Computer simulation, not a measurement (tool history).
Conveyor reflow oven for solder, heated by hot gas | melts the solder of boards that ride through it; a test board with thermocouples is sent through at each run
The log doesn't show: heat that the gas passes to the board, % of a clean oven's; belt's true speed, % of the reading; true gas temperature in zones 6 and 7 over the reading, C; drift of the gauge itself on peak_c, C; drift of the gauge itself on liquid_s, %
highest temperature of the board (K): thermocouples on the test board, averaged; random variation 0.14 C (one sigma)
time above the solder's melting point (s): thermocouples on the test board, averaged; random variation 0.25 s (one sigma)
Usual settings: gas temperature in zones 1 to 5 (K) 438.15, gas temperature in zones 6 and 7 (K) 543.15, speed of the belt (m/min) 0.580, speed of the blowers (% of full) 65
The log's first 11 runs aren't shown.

run,day,gas temperature in zones 1 to 5 (K),gas temperature in zones 6 and 7 (K),speed of the belt (m/min),speed of the blowers (% of full),hours of work since the flux was cleaned out,hours of work since the belt drive was overhauled,hours of work since the thermocouples were changed,highest temperature of the board (K),time above the solder's melting point (s)
12,28.754,438.15,543.15,0.580,63,125,985,436,525.95,60.1
13,30.342,438.15,558.15,0.580,65,155,1015,466,540.25,69.7
14,31.804,438.15,558.15,0.580,65,182,1042,494,540.05,69.3
15,34.729,438.15,558.15,0.580,65,237,1097,548,539.75,69.8
# day 36.717: flux residue cleaned out of gas plates and filters
16,37.804,438.15,558.15,0.580,65,20,1151,602,541.05,71.1
17,40.958,438.15,558.15,0.580,65,79,1210,661,540.85,70.4
18,42.688,438.15,553.15,0.580,52,112,1242,694,533.25,64.6
19,46.133,450.15,539.15,0.563,61,176,1307,758,526.15,66.9
20,49.212,450.15,547.15,0.462,61,234,1365,816,538.35,93.3
# day 51.250: flux residue cleaned out of gas plates and filters
21,51.250,440.15,543.15,0.580,73,0,1399,850,529.85,64.5
22,54.617,445.15,540.15,0.694,65,63,1462,913,519.85,46.6
23,56.046,443.15,546.15,0.580,56,90,1489,940,529.35,64.2
24,57.767,443.15,546.15,0.580,56,122,1521,972,529.45,64.2
25,59.267,427.15,543.15,0.551,56,150,1549,1000,525.45,59.7
26,62.517,427.15,543.15,0.551,56,211,1610,1061,525.45,59.2
# day 62.867: belt drive overhauled, speed set with a stopwatch
# day 64.229: thermocouples of zones 6 and 7 changed
27,65.288,427.15,543.15,0.551,56,258,44,20,521.85,54.7
# day 66.208: flux residue cleaned out of gas plates and filters
28,68.008,431.15,543.15,0.551,69,34,91,67,526.55,61.7
29,70.125,431.15,543.15,0.551,69,73,130,107,526.45,61.6
30,71.571,431.15,534.15,0.682,73,101,158,134,511.55,35.1

Forecast each of these 3 alternatives for the next run:
A,73.142,429.15,543.15,0.580,65,130,187,163,?,?
B,73.142,448.15,531.15,0.479,73,130,187,163,?,?
C,73.142,449.15,543.15,0.580,65,130,187,163,?,?

run,highest temperature of the board (K),time above the solder's melting point (s)
A,523.35,54.0
B,522.45,76.0
C,527.05,63.8
Without the tool's hidden state the same runs would have given:
run,highest temperature of the board (K),time above the solder's melting point (s)
A,524.25,54.7
B,523.05,76.6
C,527.85,64.3
